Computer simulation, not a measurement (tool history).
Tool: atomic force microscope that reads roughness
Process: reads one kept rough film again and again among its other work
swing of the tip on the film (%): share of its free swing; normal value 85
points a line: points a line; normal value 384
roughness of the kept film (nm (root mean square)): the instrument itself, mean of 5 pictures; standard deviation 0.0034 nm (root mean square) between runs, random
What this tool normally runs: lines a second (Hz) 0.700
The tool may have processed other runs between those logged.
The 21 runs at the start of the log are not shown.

run,day,lines a second (Hz),swing of the tip on the film (%),points a line,pictures with this tip,hours of work since the height scale was calibrated,roughness of the kept film (nm (root mean square))
# day 28.383: new tip fitted
22,28.500,3.166,59,791,3,42,0.543
23,29.875,0.700,85,334,50,62,0.532
24,30.912,2.676,61,945,85,76,0.533
25,32.488,2.676,61,945,138,99,0.523
# day 33.229: new tip fitted
26,34.183,1.628,85,920,32,123,0.515
27,35.154,2.852,76,984,65,137,0.502
28,36.871,2.852,76,984,123,161,0.494
# day 38.079: new tip fitted
29,38.571,2.852,76,984,16,185,0.515
30,39.621,2.852,76,984,52,200,0.508
31,41.092,2.716,85,384,101,221,0.476
32,42.758,2.716,87,384,158,245,0.464
# day 42.942: new tip fitted
33,44.683,2.716,87,384,59,272,0.480
34,45.962,2.716,87,384,102,290,0.470
35,46.850,2.107,87,488,132,303,0.486
# day 47.838: new tip fitted
36,48.325,1.114,62,310,17,324,0.541

Alternative continuations, all from the tool just after run 36; predict every row:
A,49.767,2.234,59,485,65,344,?
B,49.767,0.543,57,480,65,344,?
C,49.767,1.833,61,384,65,344,?
D,49.767,1.114,75,853,65,344,?
E,49.767,0.700,78,318,65,344,?

run,roughness of the kept film (nm (root mean square))
A,0.533
B,0.544
C,0.540
D,0.533
E,0.536
What these runs would have given with no unlogged condition in the tool:
run,roughness of the kept film (nm (root mean square))
A,0.540
B,0.551
C,0.548
D,0.541
E,0.543

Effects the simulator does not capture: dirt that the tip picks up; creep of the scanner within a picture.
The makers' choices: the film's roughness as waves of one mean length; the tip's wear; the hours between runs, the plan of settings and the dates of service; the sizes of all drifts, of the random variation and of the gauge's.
